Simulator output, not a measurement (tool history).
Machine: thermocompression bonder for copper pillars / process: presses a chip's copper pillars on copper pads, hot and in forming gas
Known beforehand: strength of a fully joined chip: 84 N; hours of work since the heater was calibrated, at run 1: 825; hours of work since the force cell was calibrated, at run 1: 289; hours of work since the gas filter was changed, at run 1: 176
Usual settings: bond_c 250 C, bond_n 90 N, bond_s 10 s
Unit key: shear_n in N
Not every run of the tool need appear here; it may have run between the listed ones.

run	day	bond_c	bond_n	bond_s	hours of work since the heater was calibrated	hours of work since the force cell was calibrated	hours of work since the gas filter was changed	shear_n
1	0	250	90	10	825	289	176	37
2	0.458	250	90	10	832	297	183	36.5
3	0.742	250	128	10	837	302	188	44.8
4	1.117	250	90	10	843	308	194	37.4
5	1.55	245	90	10	850	315	201	34.6
6	1.817	270	90	10	855	319	206	45.1
7	2.183	270	90	10	861	325	212	44.5
8	2.492	270	90	10	866	331	217	45.5
9	2.738	270	90	10	870	335	221	45.7
10	3.117	250	104	10	876	341	227	39.8
11	3.504	250	66	10	883	347	234	29.8
12	3.929	250	90	7	890	354	241	32.8
13	4.375	250	90	7	897	362	248	32.6
14	4.717	250	90	15	903	368	254	42
15	5.242	233	90	15	912	376	263	34.2
16	5.625	275	90	15	918	383	269	52.1
17	6.117	275	90	15	926	391	277	53.1
18	6.429	275	90	15	931	396	282	53.3
19	6.821	275	90	15	938	403	289	51.9
20	7.35	250	90	10	947	411	298	36.8
21	7.75	250	90	10	953	418	304	35.8
22	8.033	272	104	10	958	423	309	49.1
23	8.375	267	69	15	964	428	315	42.4
24	8.817	258	90	7	971	436	322	35.2
# day 9: forming gas filter changed
25	9.154	251	55	11	976	441	3	30.1
26	9.392	251	55	11	980	445	6	30
27	9.829	253	62	7	988	452	14	27.4
28	10.254	221	56	9	995	459	21	18.2
# day 10.346: force cell calibrated
29	10.638	250	105	10	1000	5	26	42.7
30	11.104	260	90	17	1008	13	34	51.7
31	11.392	260	59	9	1012	17	39	32.1
32	11.888	260	59	9	1021	26	47	32.5
# day 12: force cell calibrated, once more
33	12.429	228	75	8	1029	7	55	23.8
34	12.871	222	102	10	1036	14	62	29.7
35	13.358	222	102	10	1044	23	70	29.5
36	13.788	239	113	6	1051	30	77	32.8
37	14.2	239	113	6	1058	37	84	32.1
38	14.65	266	90	10	1066	44	92	45.4
39	15.104	246	129	13	1073	52	99	48.9
40	15.571	250	89	10	1081	59	107	38.4
41	15.908	250	89	10	1087	65	113	38.1

How would selected steps in shear_n from run to run divide? Give the signed amount a tool lacking its hidden state would still show from settings, what came in and random variation, and the signed amount left for the hidden state, including any gauge scatter that is not in both of the compared results.
Hidden state present: true temperature of the bond over the reading, C; force that reaches the chip, % of what is set; oxide that the forming gas leaves, % of the face; drift of the gauge itself on shear_n, %.
Run 15 -> 16: bond_c 233 -> 275. shear_n +17.9 N: hidden state -1, all else +18.9.
Run 24 -> 25: bond_c 258 -> 251, bond_n 90 -> 55, bond_s 7 -> 11, forming gas filter changed. shear_n -5.1 N: hidden state +1.9, all else -7.
Run 28 -> 29: bond_c 221 -> 250, bond_n 56 -> 105, bond_s 9 -> 10, force cell calibrated. shear_n +24.5 N: hidden state +2.1, all else +22.4.
Run 30 -> 31: bond_n 90 -> 59, bond_s 17 -> 9. shear_n -19.6 N: hidden state -1.2, all else -18.4.

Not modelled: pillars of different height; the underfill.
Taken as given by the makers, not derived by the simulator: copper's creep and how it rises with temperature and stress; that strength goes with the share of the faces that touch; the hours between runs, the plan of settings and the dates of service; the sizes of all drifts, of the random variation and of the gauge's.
